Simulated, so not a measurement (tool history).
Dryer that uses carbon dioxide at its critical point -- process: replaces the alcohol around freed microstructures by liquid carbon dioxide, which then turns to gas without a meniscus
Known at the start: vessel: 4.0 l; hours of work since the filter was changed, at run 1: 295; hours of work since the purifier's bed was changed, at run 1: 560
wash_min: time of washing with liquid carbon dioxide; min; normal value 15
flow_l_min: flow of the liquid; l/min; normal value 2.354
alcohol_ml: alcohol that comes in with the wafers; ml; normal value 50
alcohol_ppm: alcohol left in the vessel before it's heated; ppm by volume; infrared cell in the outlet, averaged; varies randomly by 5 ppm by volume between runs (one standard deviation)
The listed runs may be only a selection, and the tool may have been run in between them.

| run | hour | wash_min | flow_l_min | alcohol_ml | hours of work since the filter was changed | hours of work since the purifier's bed was changed | alcohol_ppm |
|---|---|---|---|---|---|---|---|
| 1 | 0 | 15 | 2.354 | 50 | 295 | 560 | 98 |
| 2 | 26.3 | 15 | 2.354 | 50 | 313 | 578 | 91 |
| 3 | 44.5 | 15 | 2.354 | 50 | 326 | 591 | 112 |
| 4 | 83.5 | 15 | 2.354 | 50 | 353 | 618 | 101 |
| 5 | 111.7 | 15 | 2.354 | 50 | 373 | 638 | 94 |
| 6 | 135.3 | 15 | 2.354 | 50 | 389 | 654 | 111 |
| 7 | 175.1 | 15 | 2.354 | 23 | 417 | 682 | 92 |
| 8 | 203.4 | 15 | 2.354 | 34 | 436 | 701 | 94 |
| 9 | 238.5 | 15 | 2.354 | 50 | 461 | 726 | 116 |
| 10 | 270.8 | 15 | 2.354 | 41 | 483 | 748 | 114 |
| 11 | 312.3 | 15 | 2.354 | 111 | 512 | 777 | 209 |
|  | 331.7 | inlet filter changed |
| 12 | 351.8 | 15 | 2.354 | 50 | 14 | 803 | 98 |
| 13 | 392.3 | 15 | 2.354 | 47 | 42 | 832 | 104 |
| 14 | 413.9 | 15 | 2.354 | 47 | 57 | 847 | 99 |
| 15 | 439.3 | 15 | 2.354 | 47 | 75 | 864 | 94 |
| 16 | 467.5 | 16 | 2.24 | 23 | 94 | 884 | 85 |
| 17 | 496.9 | 15 | 2.354 | 58 | 115 | 904 | 126 |
| 18 | 527.7 | 15 | 2.354 | 58 | 136 | 925 | 117 |
| 19 | 554.3 | 15 | 2.354 | 58 | 154 | 944 | 125 |
| 20 | 584.9 | 23 | 2.354 | 50 | 176 | 965 | 87 |
| 21 | 617.4 | 15 | 3.41 | 50 | 198 | 988 | 96 |
| 22 | 649.7 | 22 | 3.76 | 110 | 221 | 1010 | 93 |
| 23 | 679.7 | 15 | 2.5 | 27 | 241 | 1031 | 108 |
| 24 | 698.5 | 15 | 2.5 | 73 | 254 | 1044 | 129 |
| 25 | 715.6 | 15 | 2.354 | 50 | 266 | 1056 | 145 |
| 26 | 751.3 | 20 | 3.98 | 33 | 291 | 1081 | 102 |
| 27 | 791.4 | 14 | 2.354 | 50 | 319 | 1108 | 162 |
| 28 | 819.2 | 14 | 2.354 | 50 | 338 | 1128 | 167 |

Alternative continuations, all from the tool just after run 28; predict every row:
| A | 836.4 | 23 | 3.4 | 31 | 350 | 1140 | ? |
| B | 836.4 | 13 | 2.21 | 25 | 350 | 1140 | ? |
| C | 836.4 | 12 | 2.354 | 93 | 350 | 1140 | ? |

| run | alcohol_ppm |
|---|---|
| A | 96 |
| B | 172 |
| C | 362 |
Without the tool's unlogged condition, the same runs would have read:
| run | alcohol_ppm |
|---|---|
| A | 2 |
| B | 46 |
| C | 152 |

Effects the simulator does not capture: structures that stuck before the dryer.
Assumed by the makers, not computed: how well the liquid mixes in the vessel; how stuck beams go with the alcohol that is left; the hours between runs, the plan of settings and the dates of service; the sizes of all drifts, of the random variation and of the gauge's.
